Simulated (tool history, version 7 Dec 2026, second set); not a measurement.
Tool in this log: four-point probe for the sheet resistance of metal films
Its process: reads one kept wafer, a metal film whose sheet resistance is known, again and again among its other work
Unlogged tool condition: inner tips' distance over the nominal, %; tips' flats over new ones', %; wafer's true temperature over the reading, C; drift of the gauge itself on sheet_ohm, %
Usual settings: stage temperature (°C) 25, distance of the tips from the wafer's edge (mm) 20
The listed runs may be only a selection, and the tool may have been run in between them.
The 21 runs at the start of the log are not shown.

run   hour  stage temperature (°C)  distance of the tips from the wafer's edge (mm)  touches since the probe head was changed  hours of work since the stage's thermometer was calibrated  sheet resistance as the instrument gives it (ohm/square)
 22  338.6                      25                                               20                                     45363                                                         628                                                  0.767944
 23  358.7                      18                                                7                                     46062                                                         642                                                  0.773048
 24  369.2                      31                                                3                                     46425                                                         649                                                  0.776525
 25  385.1                      31                                                3                                     46981                                                         661                                                  0.776602
 26  407.6                      25                                               69                                     47763                                                         677                                                  0.767968
 27  423.8                      25                                               69                                     48327                                                         688                                                  0.768052
 28  447.4                      29                                               26                                     49148                                                         705                                                  0.766519
 29  469.2                      27                                               14                                     49906                                                         721                                                  0.767408
 30    488                      29                                                4                                     50560                                                         734                                                  0.772635
 31    511                      25                                                4                                     51360                                                         751                                                  0.774273
 32  533.5                      34                                               12                                     52143                                                         767                                                   0.76502
 33  544.4                      22                                               70                                     52520                                                         774                                                  0.769213
 34    558                      19                                               27                                     52994                                                         784                                                  0.770699
 35  578.1                      21                                                7                                     53694                                                         798                                                   0.77168
 36  590.5                      23                                               60                                     54123                                                         807                                                  0.768705
 37  604.5                      23                                               60                                     54610                                                         817                                                  0.768746
 38  628.7                      23                                               25                                     55454                                                         834                                                  0.768702
 39  646.7                      23                                                7                                     56078                                                         847                                                  0.770948
 40  665.8                      23                                                7                                     56744                                                         861                                                  0.770935
 41  689.8                      23                                                7                                     57579                                                         878                                                  0.770981

The next listed run, before its measurement:
 42  702.2                      25                                                8                                     58011                                                         887                                                         ?

Run 42 yielded sheet resistance as the instrument gives it (ohm/square) 0.769542.
With the hidden condition absent and the run-to-run variation left alone, this run would have shown sheet resistance as the instrument gives it (ohm/square) 0.769599.
